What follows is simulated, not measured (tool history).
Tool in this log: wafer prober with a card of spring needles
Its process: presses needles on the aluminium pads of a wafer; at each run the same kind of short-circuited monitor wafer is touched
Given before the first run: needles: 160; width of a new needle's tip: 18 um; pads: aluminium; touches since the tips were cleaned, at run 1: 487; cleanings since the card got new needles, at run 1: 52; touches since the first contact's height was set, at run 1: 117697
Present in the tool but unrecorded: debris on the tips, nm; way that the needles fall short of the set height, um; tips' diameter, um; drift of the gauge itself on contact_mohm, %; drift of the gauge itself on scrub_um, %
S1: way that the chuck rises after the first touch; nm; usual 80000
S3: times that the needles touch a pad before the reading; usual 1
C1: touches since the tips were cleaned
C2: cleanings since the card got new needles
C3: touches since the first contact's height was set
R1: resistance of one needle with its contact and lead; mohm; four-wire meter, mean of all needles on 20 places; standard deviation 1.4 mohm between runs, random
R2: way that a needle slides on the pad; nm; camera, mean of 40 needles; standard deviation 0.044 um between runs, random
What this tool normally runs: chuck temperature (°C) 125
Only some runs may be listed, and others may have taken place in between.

run 1 hour=0 | S1=80000 chuck_temperature_(°C)=125 S3=1 | C1=487 C2=52 C3=117697 | R1=133 R2=20810
-- hour=28.1 tips cleaned on abrasive film
run 2 hour=49.7 | S1=80000 chuck_temperature_(°C)=125 S3=1 | C1=6118 C2=53 C3=131764 | R1=193 R2=20830
-- hour=59.4 tips cleaned on abrasive film
-- hour=87.5 tips cleaned on abrasive film
-- hour=98.2 height of the first contact set anew
-- hour=115.1 tips cleaned on abrasive film
run 3 hour=117.3 | S1=94000 chuck_temperature_(°C)=125 S3=1 | C1=611 C2=56 C3=5382 | R1=129 R2=24800
-- hour=145.1 tips cleaned on abrasive film
-- hour=173.3 tips cleaned on abrasive film
run 4 hour=192.5 | S1=80000 chuck_temperature_(°C)=125 S3=1 | C1=5459 C2=58 C3=26673 | R1=195 R2=21050
-- hour=202.5 tips cleaned on abrasive film
-- hour=232.1 tips cleaned on abrasive film
run 5 hour=244.1 | S1=97000 chuck_temperature_(°C)=125 S3=1 | C1=3424 C2=60 C3=41251 | R1=158 R2=25460
-- hour=259.1 tips cleaned on abrasive film
-- hour=288.9 tips cleaned on abrasive film
run 6 hour=300.2 | S1=97000 chuck_temperature_(°C)=125 S3=1 | C1=3198 C2=62 C3=57090 | R1=154 R2=25550
-- hour=318.9 tips cleaned on abrasive film
-- hour=348 tips cleaned on abrasive film
run 7 hour=369.8 | S1=97000 chuck_temperature_(°C)=125 S3=1 | C1=6186 C2=64 C3=76779 | R1=173 R2=25420
-- hour=374.3 tips cleaned on abrasive film
-- hour=400.6 tips cleaned on abrasive film
-- hour=427 tips cleaned on abrasive film
run 8 hour=446.6 | S1=80000 chuck_temperature_(°C)=125 S3=1 | C1=5545 C2=67 C3=98481 | R1=192 R2=20870
-- hour=452.8 tips cleaned on abrasive film
-- hour=480.7 tips cleaned on abrasive film
-- hour=508.1 tips cleaned on abrasive film
run 9 hour=512.7 | S1=80000 chuck_temperature_(°C)=125 S3=1 | C1=1294 C2=70 C3=117137 | R1=149 R2=20800
-- hour=534 tips cleaned on abrasive film
-- hour=559.6 tips cleaned on abrasive film
run 10 hour=565.8 | S1=80000 chuck_temperature_(°C)=89 S3=1 | C1=1762 C2=72 C3=132144 | R1=157 R2=20730
-- hour=586.5 tips cleaned on abrasive film
-- hour=611.6 height of the first contact set anew
-- hour=617.8 tips cleaned on abrasive film
run 11 hour=626.9 | S1=96000 chuck_temperature_(°C)=125 S3=1 | C1=2584 C2=74 C3=4309 | R1=151 R2=25270
-- hour=646.5 tips cleaned on abrasive film
-- hour=673.6 tips cleaned on abrasive film
run 12 hour=693 | S1=96000 chuck_temperature_(°C)=125 S3=1 | C1=5509 C2=76 C3=23001 | R1=171 R2=25300
-- hour=699.3 tips cleaned on abrasive film
-- hour=727.3 tips cleaned on abrasive film
-- hour=753.2 tips cleaned on abrasive film
run 13 hour=753.2 | S1=96000 chuck_temperature_(°C)=125 S3=1 | C1=8 C2=79 C3=39995 | R1=124 R2=25250
-- hour=779.3 tips cleaned on abrasive film
-- hour=805.5 tips cleaned on abrasive film
run 14 hour=808.4 | S1=80000 chuck_temperature_(°C)=125 S3=1 | C1=824 C2=81 C3=55587 | R1=141 R2=20840
-- hour=833 tips cleaned on abrasive film
run 15 hour=855.9 | S1=80000 chuck_temperature_(°C)=125 S3=1 | C1=6495 C2=82 C3=69044 | R1=203 R2=20900
-- hour=859.3 tips cleaned on abrasive film
-- hour=887.8 tips cleaned on abrasive film
-- hour=916 tips cleaned on abrasive film
run 16 hour=934.3 | S1=91000 chuck_temperature_(°C)=125 S3=1 | C1=5190 C2=85 C3=91190 | R1=176 R2=23790
-- hour=945.2 tips cleaned on abrasive film
-- hour=973.7 tips cleaned on abrasive film
-- hour=999.5 tips cleaned on abrasive film
run 17 hour=999.5 | S1=69000 chuck_temperature_(°C)=84 S3=3 | C1=0 C2=88 C3=109591 | R1=118 R2=17890
-- hour=1028.3 tips cleaned on abrasive film
run 18 hour=1042.7 | S1=69000 chuck_temperature_(°C)=84 S3=3 | C1=4081 C2=89 C3=121827 | R1=145 R2=17880
-- hour=1055 tips cleaned on abrasive film
-- hour=1083 tips cleaned on abrasive film
run 19 hour=1086.7 | S1=69000 chuck_temperature_(°C)=84 S3=3 | C1=1069 C2=91 C3=134261 | R1=127 R2=17870
-- hour=1110.4 tips cleaned on abrasive film
-- hour=1125.9 height of the first contact set anew
-- hour=1137.9 tips cleaned on abrasive film
run 20 hour=1158.2 | S1=69000 chuck_temperature_(°C)=84 S3=3 | C1=5757 C2=93 C3=9140 | R1=153 R2=18210
-- hour=1168.2 tips cleaned on abrasive film
-- hour=1196.3 tips cleaned on abrasive film
-- hour=1224.1 tips cleaned on abrasive film
run 21 hour=1224.1 | S1=69000 chuck_temperature_(°C)=84 S3=3 | C1=0 C2=96 C3=27746 | R1=116 R2=18120
-- hour=1251.4 tips cleaned on abrasive film
run 22 hour=1273.9 | S1=69000 chuck_temperature_(°C)=84 S3=3 | C1=6394 C2=97 C3=41847 | R1=160 R2=18090
-- hour=1279.3 tips cleaned on abrasive film
-- hour=1305.8 tips cleaned on abrasive film
run 23 hour=1315.8 | S1=69000 chuck_temperature_(°C)=84 S3=3 | C1=2831 C2=99 C3=53669 | R1=141 R2=18030
-- hour=1336.5 tips cleaned on abrasive film
run 24 hour=1351.9 | S1=97000 chuck_temperature_(°C)=125 S3=2 | C1=4380 C2=100 C3=63888 | R1=147 R2=25380
-- hour=1362.2 tips cleaned on abrasive film
-- hour=1391.6 tips cleaned on abrasive film
run 25 hour=1397.7 | S1=72000 chuck_temperature_(°C)=125 S3=2 | C1=1719 C2=102 C3=76806 | R1=143 R2=18890
-- hour=1423.4 tips cleaned on abrasive film
run 26 hour=1439.9 | S1=83000 chuck_temperature_(°C)=125 S3=2 | C1=4686 C2=103 C3=88753 | R1=160 R2=21700
-- hour=1449.9 tips cleaned on abrasive film
-- hour=1475.9 tips cleaned on abrasive film
-- hour=1502 tips cleaned on abrasive film
run 27 hour=1509 | S1=74000 chuck_temperature_(°C)=45 S3=2 | C1=2004 C2=106 C3=108275 | R1=147 R2=19260
-- hour=1530.3 tips cleaned on abrasive film
-- hour=1557.3 tips cleaned on abrasive film
run 28 hour=1576.8 | S1=74000 chuck_temperature_(°C)=45 S3=2 | C1=5532 C2=108 C3=127450 | R1=171 R2=19220
-- hour=1585.8 tips cleaned on abrasive film
-- hour=1614 tips cleaned on abrasive film
run 29 hour=1621.5 | S1=68000 chuck_temperature_(°C)=125 S3=3 | C1=2131 C2=110 C3=140071 | R1=141 R2=17600

Below are 3 alternative next runs, each starting from the tool's condition after run 29. Predict each:
-- hour=1638.4 height of the first contact set anew
-- hour=1643.5 tips cleaned on abrasive film
-- hour=1670.8 tips cleaned on abrasive film
-- hour=1697.7 tips cleaned on abrasive film
run A hour=1697.7 | S1=80000 chuck_temperature_(°C)=125 S3=1 | C1=0 C2=113 C3=16727 | R1=? R2=?
-- hour=1638.4 height of the first contact set anew
-- hour=1643.5 tips cleaned on abrasive film
-- hour=1670.8 tips cleaned on abrasive film
-- hour=1697.7 tips cleaned on abrasive film
run B hour=1697.7 | S1=69000 chuck_temperature_(°C)=125 S3=3 | C1=0 C2=113 C3=16727 | R1=? R2=?
-- hour=1638.4 height of the first contact set anew
-- hour=1643.5 tips cleaned on abrasive film
-- hour=1670.8 tips cleaned on abrasive film
-- hour=1697.7 tips cleaned on abrasive film
run C hour=1697.7 | S1=68000 chuck_temperature_(°C)=114 S3=2 | C1=0 C2=113 C3=16727 | R1=? R2=?

run=A R1=130 R2=21040
run=B R1=126 R2=18200
run=C R1=127 R2=17840
Take away the tool's hidden state, keep each run's random variation, and the runs would have read:
run=A R1=119 R2=21090
run=B R1=120 R2=18250
run=C R1=117 R2=17890
